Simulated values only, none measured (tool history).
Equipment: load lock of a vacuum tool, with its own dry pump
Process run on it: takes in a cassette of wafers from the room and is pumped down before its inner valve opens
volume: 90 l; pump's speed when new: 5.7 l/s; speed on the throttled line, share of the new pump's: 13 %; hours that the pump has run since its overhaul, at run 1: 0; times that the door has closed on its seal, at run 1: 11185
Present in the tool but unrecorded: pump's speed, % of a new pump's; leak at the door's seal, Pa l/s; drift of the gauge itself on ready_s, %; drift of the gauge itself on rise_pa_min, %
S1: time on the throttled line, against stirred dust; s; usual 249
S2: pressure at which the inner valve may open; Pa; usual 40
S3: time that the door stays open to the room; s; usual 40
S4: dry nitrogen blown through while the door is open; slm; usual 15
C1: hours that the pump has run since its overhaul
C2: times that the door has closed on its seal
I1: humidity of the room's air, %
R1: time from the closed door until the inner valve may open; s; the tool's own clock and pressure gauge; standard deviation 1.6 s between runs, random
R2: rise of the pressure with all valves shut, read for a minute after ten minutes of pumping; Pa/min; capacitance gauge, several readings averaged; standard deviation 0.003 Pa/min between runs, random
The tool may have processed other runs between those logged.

Run 1, hour 0: usual settings; C1 0; C2 11185; I1 43. Result: R1 340.7 s, R2 0.093 Pa/min.
Run 2, hour 184.6: usual settings but S4 31 slm; C1 185; C2 11508; I1 43.9. Result: R1 340.5 s, R2 0.085 Pa/min.
Run 3, hour 309.4: usual settings; C1 309; C2 11726; I1 44.8. Result: R1 339.6 s, R2 0.095 Pa/min.
Run 4, hour 547.8: usual settings but S3 27 s; C1 548; C2 12142; I1 47.1. Result: R1 343.1 s, R2 0.096 Pa/min.
Run 5, hour 734.1: usual settings but S2 36 Pa, S3 27 s; C1 734; C2 12467; I1 46.7. Result: R1 343.4 s, R2 0.103 Pa/min.
Run 6, hour 881.7: usual settings but S2 36 Pa, S3 27 s; C1 882; C2 12725; I1 46.4. Result: R1 344.3 s, R2 0.109 Pa/min.
Run 7, hour 1065.6: usual settings but S2 36 Pa, S3 27 s; C1 1066; C2 13046; I1 43.3. Result: R1 345.6 s, R2 0.107 Pa/min.
Run 8, hour 1192.4: usual settings but S2 36 Pa, S3 27 s; C1 1192; C2 13267; I1 48.2. Result: R1 340.5 s, R2 0.107 Pa/min.
Run 9, hour 1397.3: usual settings but S2 36 Pa, S3 27 s; C1 1397; C2 13625; I1 45. Result: R1 343.6 s, R2 0.11 Pa/min.
Run 10, hour 1600.7: usual settings but S2 36 Pa, S3 27 s; C1 1601; C2 13980; I1 42.5. Result: R1 346.1 s, R2 0.114 Pa/min.
Run 11, hour 1780.5: usual settings but S2 59 Pa, S3 27 s; C1 1781; C2 14294; I1 45.5. Result: R1 336.1 s, R2 0.116 Pa/min.
Run 12, hour 1894.1: usual settings but S2 59 Pa, S3 27 s; C1 1894; C2 14492; I1 44.9. Result: R1 338.2 s, R2 0.113 Pa/min.
Run 13, hour 2027.9: usual settings but S4 39 slm; C1 2028; C2 14726; I1 42. Result: R1 346.3 s, R2 0.117 Pa/min.
Run 14, hour 2206.2: usual settings but S4 39 slm; C1 2206; C2 15037; I1 47.2. Result: R1 344.9 s, R2 0.118 Pa/min.
Run 15, hour 2347.7: usual settings but S4 39 slm; C1 2348; C2 15284; I1 46.2. Result: R1 344.4 s, R2 0.121 Pa/min.
Run 16, hour 2583.5: usual settings but S4 39 slm; C1 2583; C2 15695; I1 46.7. Result: R1 345.6 s, R2 0.126 Pa/min.
Run 17, hour 2725.2: usual settings; C1 2725; C2 15943; I1 47. Result: R1 346.1 s, R2 0.143 Pa/min.
Run 18, hour 2859.7: usual settings; C1 2860; C2 16178; I1 44.4. Result: R1 344.8 s, R2 0.145 Pa/min.
Run 19, hour 3012.4: usual settings but S4 4 slm; C1 3012; C2 16444; I1 46.1. Result: R1 345.7 s, R2 0.161 Pa/min.
Run 20, hour 3154.3: usual settings but S1 204 s, S2 28 Pa, S3 117 s; C1 3154; C2 16692; I1 44.8. Result: R1 314.3 s, R2 0.175 Pa/min.
Run 21, hour 3360.7: usual settings but S1 204 s, S2 28 Pa, S3 117 s; C1 3361; C2 17052; I1 44.9. Result: R1 313.5 s, R2 0.181 Pa/min.
Run 22, hour 3517.1: usual settings but S1 204 s, S2 28 Pa, S3 117 s; C1 3517; C2 17325; I1 46.8. Result: R1 314.9 s, R2 0.182 Pa/min.
Run 23, hour 3667.3: usual settings but S1 323 s, S2 47 Pa, S3 72 s, S4 6 slm; C1 3667; C2 17587; I1 43.9. Result: R1 405.5 s, R2 0.185 Pa/min.
Run 24, hour 3842.7: usual settings but S1 449 s, S2 49 Pa, S3 72 s, S4 30 slm; C1 3843; C2 17893; I1 45.4. Result: R1 517.2 s, R2 0.17 Pa/min.
Run 25, hour 4028.5: usual settings but S1 449 s, S2 49 Pa, S3 72 s, S4 30 slm; C1 4028; C2 18218; I1 41.8. Result: R1 514.7 s, R2 0.16 Pa/min.
Run 26, hour 4235.4: usual settings but S1 449 s, S2 49 Pa, S3 72 s, S4 30 slm; C1 4235; C2 18579; I1 44.8. Result: R1 515.2 s, R2 0.175 Pa/min.
Run 27, hour 4404.8: usual settings but S1 449 s, S2 49 Pa, S3 72 s, S4 30 slm; C1 4405; C2 18875; I1 45.8. Result: R1 514.5 s, R2 0.176 Pa/min.
Run 28, hour 4637.7: usual settings but S1 449 s, S2 49 Pa, S3 72 s, S4 30 slm; C1 4638; C2 19281; I1 47.3. Result: R1 516 s, R2 0.175 Pa/min.
Run 29, hour 4775: usual settings but S2 30 Pa, S3 29 s; C1 4775; C2 19521; I1 45.4. Result: R1 355 s, R2 0.175 Pa/min.
Run 30, hour 4911: usual settings but S4 9 slm; C1 4911; C2 19758; I1 48.1. Result: R1 349.5 s, R2 0.203 Pa/min.
Run 31, hour 5153.8: usual settings but S1 404 s, S2 71 Pa, S4 11 slm; C1 5154; C2 20182; I1 44.2. Result: R1 470.7 s, R2 0.199 Pa/min.
Run 32, hour 5353.9: usual settings but S2 69 Pa; C1 5354; C2 20532; I1 45.3. Result: R1 339.3 s, R2 0.201 Pa/min.
Run 33, hour 5492.3: usual settings but S1 143 s, S2 29 Pa, S4 18 slm; C1 5492; C2 20773; I1 42.9. Result: R1 267.2 s, R2 0.205 Pa/min.
Run 34, hour 5658.4: usual settings but S1 143 s, S2 29 Pa, S4 23 slm; C1 5658; C2 21063; I1 46.5. Result: R1 266.8 s, R2 0.205 Pa/min.
Run 35, hour 5864.8: usual settings but S1 211 s, S2 35 Pa, S4 23 slm; C1 5865; C2 21423; I1 42.8. Result: R1 321.7 s, R2 0.205 Pa/min.
Run 36, hour 6055.3: usual settings but S1 230 s, S2 32 Pa, S3 38 s, S4 19 slm; C1 6055; C2 21756; I1 44.6. Result: R1 340.4 s, R2 0.207 Pa/min.

What if the next run were any one of these 5? Each begins from the tool's condition after run 36:
Run A, hour 6301.5: usual settings but S1 230 s, S2 41 Pa, S3 93 s, S4 7 slm; C1 6302; C2 22186; I1 48.1. Result: R1 ?, R2 ?.
Run B, hour 6301.5: usual settings but S1 230 s, S2 29 Pa, S3 38 s, S4 19 slm; C1 6302; C2 22186; I1 44.1. Result: R1 ?, R2 ?.
Run C, hour 6301.5: usual settings but S1 259 s, S2 32 Pa, S3 174 s, S4 8 slm; C1 6302; C2 22186; I1 44.4. Result: R1 ?, R2 ?.
Run D, hour 6301.5: usual settings but S1 230 s, S2 32 Pa, S3 44 s, S4 36 slm; C1 6302; C2 22186; I1 47.1. Result: R1 ?, R2 ?.
Run E, hour 6301.5: usual settings but S1 230 s, S2 33 Pa, S3 38 s, S4 10 slm; C1 6302; C2 22186; I1 43.1. Result: R1 ?, R2 ?.

run     R1     R2
  A    336   0.26
  B  339.3  0.219
  C  367.5  0.277
  D  339.2  0.216
  E    338  0.233
With the hidden condition removed and each run's random variation left untouched, the same runs would have given:
run     R1     R2
  A  323.3   0.06
  B  325.9  0.021
  C  354.6   0.08
  D  325.9  0.018
  E  324.8  0.031
